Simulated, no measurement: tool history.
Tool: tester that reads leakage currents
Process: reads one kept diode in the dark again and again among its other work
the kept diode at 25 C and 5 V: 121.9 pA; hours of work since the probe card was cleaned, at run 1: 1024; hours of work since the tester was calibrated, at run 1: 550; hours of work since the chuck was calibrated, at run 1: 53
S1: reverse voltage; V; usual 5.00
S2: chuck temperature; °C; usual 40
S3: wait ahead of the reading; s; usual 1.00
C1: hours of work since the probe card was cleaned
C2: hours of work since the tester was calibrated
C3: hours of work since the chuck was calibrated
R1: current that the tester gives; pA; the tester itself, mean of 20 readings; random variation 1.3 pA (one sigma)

run    hour    S1  S2    S3    C1    C2   C3       R1
  1     0.0  5.00  40  1.00  1024   550   53   448.71
  2    48.5  5.00  40  1.00  1043   570   73   447.16
  3    98.9  5.00  57  1.00  1064   590   93  1667.30
  4   159.7  5.00  40  1.00  1088   614  118   442.82
  5   219.1  5.00  40  1.00  1112   638  141   443.96
  6   304.9  5.00  40  1.00  1147   673  176   441.62
  7   384.1  5.00  40  1.00  1178   705  208   440.58
  8   489.6  5.00  56  1.00  1221   747  250  1524.92
  9   590.1  5.00  40  1.00  1262   788  291   438.10
 10   640.2  5.00  26  1.00  1282   808  311   136.42
 11   706.7  1.03  42  1.00  1309   835  338   197.66
 12   781.2  1.03  42  1.00  1339   865  368   195.84
 13   855.1  6.08  40  2.24  1368   895  398   486.25
 14   954.8  6.08  40  2.24  1408   935  438   483.68
 15  1040.4  6.08  40  2.24  1443   969  472   484.45
 16  1114.6  6.08  40  9.04  1473   999  502   480.42
 17  1200.7  5.00  46  1.00  1508  1034  537   688.11
 18  1245.6  2.50  37  2.61  1526  1052  555   218.95

5 ways to go on from here, each from the tool as it stands after run 18. What would each give?
  A  1349.5  2.50  51  2.61  1568  1094  597   ?
  B  1349.5  2.50  39  2.61  1568  1094  597   ?
  C  1349.5  5.00  26  4.45  1568  1094  597   ?
  D  1349.5  5.00  40  1.33  1568  1094  597   ?
  E  1349.5  5.00  40  0.37  1568  1094  597   ?

run      R1
  A  664.23
  B  255.80
  C  133.04
  D  422.42
  E  425.16
Without the tool's hidden state the same runs would have given:
run      R1
  A  712.19
  B  272.02
  C  133.48
  D  446.90
  E  449.75
